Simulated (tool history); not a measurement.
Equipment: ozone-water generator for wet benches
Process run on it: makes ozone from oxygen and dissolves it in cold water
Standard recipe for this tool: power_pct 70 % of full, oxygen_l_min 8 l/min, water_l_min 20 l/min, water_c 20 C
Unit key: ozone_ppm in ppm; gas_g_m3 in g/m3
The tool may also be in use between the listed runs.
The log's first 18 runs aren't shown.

Run 19, hour 1249.1: usual settings but power_pct 99 % of full, oxygen_l_min 13.69 l/min, water_l_min 17 l/min, water_c 13 C. Result: ozone_ppm 23.4 ppm, gas_g_m3 108.1 g/m3.
Run 20, hour 1330.2: usual settings but power_pct 99 % of full, oxygen_l_min 13.69 l/min, water_l_min 17 l/min, water_c 13 C. Result: ozone_ppm 23.2 ppm, gas_g_m3 109.1 g/m3.
Run 21, hour 1432.7: usual settings but power_pct 99 % of full, oxygen_l_min 13.69 l/min, water_l_min 17 l/min, water_c 13 C. Result: ozone_ppm 23.1 ppm, gas_g_m3 107.8 g/m3.
Run 22, hour 1529.4: usual settings but power_pct 47 % of full. Result: ozone_ppm 13.2 ppm, gas_g_m3 93.2 g/m3.
Run 23, hour 1570.7: usual settings but power_pct 47 % of full. Result: ozone_ppm 13.2 ppm, gas_g_m3 91.7 g/m3.
Run 24, hour 1653.6: usual settings but water_c 23 C. Result: ozone_ppm 15.7 ppm, gas_g_m3 116.6 g/m3.
Run 25, hour 1751.1: usual settings but oxygen_l_min 10.75 l/min, water_l_min 21 l/min. Result: ozone_ppm 15.1 ppm, gas_g_m3 99.2 g/m3.
Run 26, hour 1814: usual settings but oxygen_l_min 10.75 l/min, water_l_min 21 l/min. Result: ozone_ppm 15.1 ppm, gas_g_m3 98.5 g/m3.
Run 27, hour 1882.3: usual settings but oxygen_l_min 10.75 l/min, water_l_min 21 l/min. Result: ozone_ppm 15.2 ppm, gas_g_m3 99.5 g/m3.
Run 28, hour 1948.8: usual settings but oxygen_l_min 10.75 l/min, water_l_min 21 l/min. Result: ozone_ppm 15.2 ppm, gas_g_m3 98.1 g/m3.
Run 29, hour 2029.5: usual settings but oxygen_l_min 10.75 l/min, water_l_min 21 l/min. Result: ozone_ppm 14.9 ppm, gas_g_m3 97.7 g/m3.
Run 30, hour 2079.6: usual settings but power_pct 50 % of full, water_l_min 18 l/min. Result: ozone_ppm 14 ppm, gas_g_m3 93.9 g/m3.
Run 31, hour 2144: usual settings but power_pct 50 % of full, water_l_min 18 l/min. Result: ozone_ppm 14 ppm, gas_g_m3 94.7 g/m3.
Run 32, hour 2226.3: usual settings but power_pct 57 % of full, oxygen_l_min 4.09 l/min, water_l_min 14 l/min. Result: ozone_ppm 18.4 ppm, gas_g_m3 144.7 g/m3.
Run 33, hour 2308: usual settings but power_pct 57 % of full, oxygen_l_min 4.09 l/min, water_l_min 14 l/min. Result: ozone_ppm 18.2 ppm, gas_g_m3 146.5 g/m3.

Below are 4 alternative next runs, each starting from the tool's condition after run 33. Predict each:
Run A, hour 2357.5: usual settings but water_c 21 C. Result: ozone_ppm ?, gas_g_m3 ?.
Run B, hour 2357.5: usual settings but power_pct 46 % of full, oxygen_l_min 4.09 l/min, water_l_min 14 l/min, water_c 16 C. Result: ozone_ppm ?, gas_g_m3 ?.
Run C, hour 2357.5: usual settings but water_c 14 C. Result: ozone_ppm ?, gas_g_m3 ?.
Run D, hour 2357.5: usual settings but power_pct 40 % of full, oxygen_l_min 4.09 l/min, water_l_min 14 l/min. Result: ozone_ppm ?, gas_g_m3 ?.

run  ozone_ppm  gas_g_m3
  A       15.6     110.6
  B       17.6     130.1
  C       17.8     111.4
  D         15     120.3
Without the tool's hidden state the same runs would have given:
run  ozone_ppm  gas_g_m3
  A       20.3     142.4
  B       21.4     156.5
  C       23.2     143.3
  D       17.9     141.4

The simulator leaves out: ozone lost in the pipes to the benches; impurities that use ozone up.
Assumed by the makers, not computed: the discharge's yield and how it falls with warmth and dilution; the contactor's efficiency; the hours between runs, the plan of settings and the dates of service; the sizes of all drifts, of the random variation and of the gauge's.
